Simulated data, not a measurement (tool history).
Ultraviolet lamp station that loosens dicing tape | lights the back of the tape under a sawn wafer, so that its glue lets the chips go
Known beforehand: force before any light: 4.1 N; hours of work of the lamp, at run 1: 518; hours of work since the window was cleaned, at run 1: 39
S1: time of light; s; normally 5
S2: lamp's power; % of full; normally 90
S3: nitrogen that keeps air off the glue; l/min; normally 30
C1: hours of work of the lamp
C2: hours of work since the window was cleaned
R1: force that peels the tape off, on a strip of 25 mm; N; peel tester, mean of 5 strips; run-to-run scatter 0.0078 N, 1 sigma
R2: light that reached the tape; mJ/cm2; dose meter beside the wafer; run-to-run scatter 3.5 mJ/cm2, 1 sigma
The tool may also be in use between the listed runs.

Run 1, day 0.000: usual settings; C1 518; C2 39. Result: R1 0.386 N, R2 508 mJ/cm2.
Run 2, day 0.971: usual settings but S3 12 l/min; C1 530; C2 52. Result: R1 0.569 N, R2 511 mJ/cm2.
Run 3, day 2.208: usual settings but S3 29 l/min; C1 546; C2 68. Result: R1 0.400 N, R2 499 mJ/cm2.
Run 4, day 3.079: usual settings but S1 6 s, S3 29 l/min; C1 557; C2 79. Result: R1 0.277 N, R2 595 mJ/cm2.
Run 5, day 4.388: usual settings but S1 6 s, S3 29 l/min; C1 573; C2 95. Result: R1 0.295 N, R2 583 mJ/cm2.
Run 6, day 5.575: usual settings; C1 589; C2 110. Result: R1 0.436 N, R2 481 mJ/cm2.
Run 7, day 6.104: usual settings; C1 595; C2 117. Result: R1 0.417 N, R2 482 mJ/cm2.
Run 8, day 6.842: usual settings; C1 605; C2 126. Result: R1 0.438 N, R2 474 mJ/cm2.
Run 9, day 7.879: usual settings; C1 618; C2 140. Result: R1 0.465 N, R2 473 mJ/cm2.
Run 10, day 8.738: usual settings but S3 26 l/min; C1 629; C2 150. Result: R1 0.475 N, R2 463 mJ/cm2.
Run 11, day 9.425: usual settings but S3 26 l/min; C1 637; C2 159. Result: R1 0.476 N, R2 457 mJ/cm2.
Run 12, day 10.704: usual settings but S1 10 s; C1 654; C2 175. Result: R1 0.144 N, R2 918 mJ/cm2.
Run 13, day 11.996: usual settings but S1 10 s; C1 670; C2 192. Result: R1 0.142 N, R2 894 mJ/cm2.
Run 14, day 12.796: usual settings but S1 10 s; C1 680; C2 202. Result: R1 0.146 N, R2 882 mJ/cm2.
Run 15, day 14.071: usual settings but S1 3 s; C1 697; C2 218. Result: R1 1.128 N, R2 263 mJ/cm2.
Run 16, day 15.358: usual settings but S3 11 l/min; C1 713; C2 235. Result: R1 0.774 N, R2 425 mJ/cm2.
Run 17, day 16.171: usual settings; C1 723; C2 245. Result: R1 0.541 N, R2 425 mJ/cm2.
At day 16.938: window cleaned of glue's vapour.
Run 18, day 17.088: usual settings; C1 735; C2 2. Result: R1 0.392 N, R2 504 mJ/cm2.
Run 19, day 18.388: usual settings; C1 751; C2 18. Result: R1 0.415 N, R2 496 mJ/cm2.
Run 20, day 19.408: usual settings; C1 764; C2 31. Result: R1 0.417 N, R2 490 mJ/cm2.
Run 21, day 20.508: usual settings; C1 778; C2 45. Result: R1 0.426 N, R2 485 mJ/cm2.
Run 22, day 21.771: usual settings but S2 62 % of full, S3 48 l/min; C1 794; C2 61. Result: R1 0.719 N, R2 329 mJ/cm2.
Run 23, day 22.492: usual settings but S1 4 s, S2 62 % of full, S3 22 l/min; C1 803; C2 71. Result: R1 1.256 N, R2 262 mJ/cm2.
Run 24, day 23.667: usual settings but S1 4 s, S2 62 % of full, S3 22 l/min; C1 818; C2 86. Result: R1 1.218 N, R2 260 mJ/cm2.
Run 25, day 24.942: usual settings but S1 4 s, S2 62 % of full, S3 22 l/min; C1 834; C2 102. Result: R1 1.238 N, R2 253 mJ/cm2.
Run 26, day 25.800: usual settings but S1 4 s, S2 62 % of full, S3 22 l/min; C1 845; C2 113. Result: R1 1.243 N, R2 256 mJ/cm2.
Run 27, day 26.696: usual settings but S1 2 s, S2 79 % of full, S3 10 l/min; C1 857; C2 124. Result: R1 2.192 N, R2 158 mJ/cm2.
Run 28, day 27.542: usual settings but S1 2 s, S2 79 % of full, S3 10 l/min; C1 867; C2 135. Result: R1 2.184 N, R2 157 mJ/cm2.
Run 29, day 28.317: usual settings but S1 8 s, S2 79 % of full, S3 60 l/min; C1 877; C2 145. Result: R1 0.204 N, R2 621 mJ/cm2.
Run 30, day 29.112: usual settings but S1 8 s, S2 79 % of full, S3 60 l/min; C1 887; C2 155. Result: R1 0.213 N, R2 620 mJ/cm2.
Run 31, day 30.171: usual settings but S1 8 s, S2 79 % of full, S3 60 l/min; C1 901; C2 168. Result: R1 0.208 N, R2 605 mJ/cm2.
Run 32, day 31.325: usual settings but S1 8 s, S2 79 % of full, S3 60 l/min; C1 915; C2 183. Result: R1 0.208 N, R2 611 mJ/cm2.
Run 33, day 32.162: usual settings but S1 8 s, S2 79 % of full, S3 15 l/min; C1 926; C2 193. Result: R1 0.382 N, R2 602 mJ/cm2.
Run 34, day 33.217: usual settings but S2 69 % of full, S3 21 l/min; C1 940; C2 207. Result: R1 0.955 N, R2 322 mJ/cm2.
Run 35, day 34.079: usual settings but S1 9 s, S2 86 % of full, S3 19 l/min; C1 951; C2 218. Result: R1 0.246 N, R2 720 mJ/cm2.
Run 36, day 34.842: usual settings but S1 9 s, S2 86 % of full, S3 19 l/min; C1 960; C2 227. Result: R1 0.243 N, R2 708 mJ/cm2.
Run 37, day 36.025: usual settings but S1 4 s, S2 100 % of full, S3 38 l/min; C1 975; C2 243. Result: R1 0.631 N, R2 362 mJ/cm2.
At day 37.008: window cleaned of glue's vapour.
Run 38, day 37.258: usual settings but S1 8 s, S2 100 % of full, S3 38 l/min; C1 991; C2 3. Result: R1 0.149 N, R2 852 mJ/cm2.
Run 39, day 37.792: usual settings but S2 85 % of full, S3 12 l/min; C1 997; C2 10. Result: R1 0.712 N, R2 454 mJ/cm2.
Run 40, day 38.392: usual settings but S2 85 % of full, S3 12 l/min; C1 1005; C2 18. Result: R1 0.725 N, R2 448 mJ/cm2.
Run 41, day 39.154: usual settings but S2 85 % of full, S3 21 l/min; C1 1015; C2 27. Result: R1 0.577 N, R2 440 mJ/cm2.
Run 42, day 40.317: usual settings but S1 2 s, S2 92 % of full, S3 40 l/min; C1 1029; C2 42. Result: R1 1.471 N, R2 191 mJ/cm2.

Predict each of these 5 candidate next runs independently; none follows another, all start after run 42:
Run A, day 41.042: usual settings but S3 37 l/min; C1 1039; C2 51. Result: R1 ?, R2 ?.
Run B, day 41.042: usual settings but S1 3 s, S3 24 l/min; C1 1039; C2 51. Result: R1 ?, R2 ?.
Run C, day 41.042: usual settings but S1 6 s, S2 62 % of full, S3 17 l/min; C1 1039; C2 51. Result: R1 ?, R2 ?.
Run D, day 41.042: usual settings but S2 77 % of full, S3 36 l/min; C1 1039; C2 51. Result: R1 ?, R2 ?.
Run E, day 41.042: usual settings but S1 7 s, S2 79 % of full; C1 1039; C2 51. Result: R1 ?, R2 ?.

run     R1   R2
  A  0.433  458
  B  1.088  276
  C  0.793  386
  D  0.576  392
  E  0.299  562
The same runs, with their run-to-run variation unchanged, on a tool lacking any hidden condition would have given:
run     R1   R2
  A  0.282  572
  B  0.801  345
  C  0.551  482
  D  0.381  490
  E  0.196  703
